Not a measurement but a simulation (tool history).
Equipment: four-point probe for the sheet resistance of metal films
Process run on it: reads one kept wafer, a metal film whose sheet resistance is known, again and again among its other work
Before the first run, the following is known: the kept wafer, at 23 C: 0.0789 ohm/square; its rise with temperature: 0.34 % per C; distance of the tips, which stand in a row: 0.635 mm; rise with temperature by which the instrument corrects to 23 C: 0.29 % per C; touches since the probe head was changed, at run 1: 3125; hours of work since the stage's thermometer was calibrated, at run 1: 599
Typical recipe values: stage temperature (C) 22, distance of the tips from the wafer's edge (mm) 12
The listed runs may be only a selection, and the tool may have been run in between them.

| run | hour | stage temperature (C) | distance of the tips from the wafer's edge (mm) | touches since the probe head was changed | hours of work since the stage's thermometer was calibrated | sheet resistance as the instrument gives it (ohm/square) |
|---|---|---|---|---|---|---|
| 1 | 0.0 | 22 | 12 | 3125 | 599 | 0.078822 |
| 2 | 21.3 | 22 | 12 | 3742 | 609 | 0.078784 |
| 3 | 38.8 | 22 | 12 | 4252 | 618 | 0.078821 |
| 4 | 61.5 | 22 | 5 | 4912 | 628 | 0.079319 |
| 5 | 75.6 | 27 | 12 | 5320 | 635 | 0.079020 |
| 6 | 96.4 | 27 | 12 | 5926 | 645 | 0.079010 |
| 7 | 117.3 | 27 | 12 | 6530 | 655 | 0.079011 |
| 8 | 137.1 | 22 | 12 | 7108 | 664 | 0.078766 |
| 9 | 158.3 | 24 | 12 | 7724 | 675 | 0.078868 |
| 10 | 178.8 | 22 | 12 | 8319 | 684 | 0.078778 |
| 11 | 205.0 | 22 | 12 | 9078 | 697 | 0.078789 |
| 12 | 219.9 | 22 | 12 | 9510 | 704 | 0.078778 |
|  | 222.2 | stage's thermometer calibrated |
| 13 | 235.1 | 22 | 12 | 9938 | 6 | 0.078749 |
| 14 | 252.7 | 22 | 12 | 10449 | 15 | 0.078752 |
| 15 | 266.3 | 22 | 12 | 10846 | 21 | 0.078792 |
| 16 | 282.9 | 22 | 12 | 11327 | 29 | 0.078788 |
| 17 | 295.1 | 22 | 12 | 11681 | 35 | 0.078754 |
| 18 | 311.5 | 31 | 12 | 12158 | 43 | 0.079145 |
| 19 | 333.2 | 31 | 12 | 12789 | 53 | 0.079134 |
|  | 337.8 | stage's thermometer calibrated, once more |
| 20 | 348.3 | 31 | 12 | 13213 | 5 | 0.079199 |
| 21 | 370.3 | 22 | 5 | 13850 | 15 | 0.079365 |
| 22 | 385.2 | 22 | 5 | 14283 | 23 | 0.079400 |
| 23 | 405.2 | 29 | 58 | 14865 | 32 | 0.079022 |
| 24 | 428.0 | 23 | 10 | 15528 | 43 | 0.078949 |
| 25 | 452.9 | 31 | 12 | 16250 | 55 | 0.079193 |
| 26 | 472.4 | 31 | 4 | 16817 | 64 | 0.080096 |
| 27 | 488.2 | 31 | 4 | 17274 | 72 | 0.080143 |
| 28 | 507.9 | 31 | 4 | 17847 | 81 | 0.080137 |
| 29 | 530.1 | 30 | 12 | 18492 | 92 | 0.079125 |
| 30 | 548.0 | 34 | 26 | 19011 | 100 | 0.079216 |
| 31 | 559.6 | 34 | 26 | 19350 | 106 | 0.079198 |
| 32 | 582.1 | 25 | 67 | 20004 | 116 | 0.078792 |
| 33 | 596.1 | 25 | 67 | 20409 | 123 | 0.078817 |
| 34 | 617.7 | 20 | 16 | 21038 | 133 | 0.078682 |
| 35 | 637.4 | 33 | 4 | 21609 | 143 | 0.080180 |
| 36 | 648.7 | 24 | 15 | 21938 | 148 | 0.078838 |
| 37 | 668.7 | 24 | 15 | 22517 | 157 | 0.078846 |
| 38 | 681.1 | 34 | 6 | 22880 | 163 | 0.079631 |
| 39 | 694.0 | 34 | 6 | 23252 | 170 | 0.079626 |
| 40 | 707.5 | 34 | 19 | 23645 | 176 | 0.079185 |
| 41 | 722.7 | 26 | 6 | 24087 | 183 | 0.079310 |
| 42 | 747.8 | 26 | 4 | 24817 | 195 | 0.079919 |

Each row is a separate what-if for the run after 42, all from the same tool condition, not one after another. Results?
| A | 763.6 | 35 | 12 | 25275 | 203 | ? |
| B | 763.6 | 19 | 51 | 25275 | 203 | ? |
| C | 763.6 | 25 | 9 | 25275 | 203 | ? |

| run | sheet resistance as the instrument gives it (ohm/square) |
|---|---|
| A | 0.079303 |
| B | 0.078537 |
| C | 0.078976 |
Without the tool's unlogged condition, the same runs would have read:
| run | sheet resistance as the instrument gives it (ohm/square) |
|---|---|
| A | 0.079501 |
| B | 0.078733 |
| C | 0.079174 |
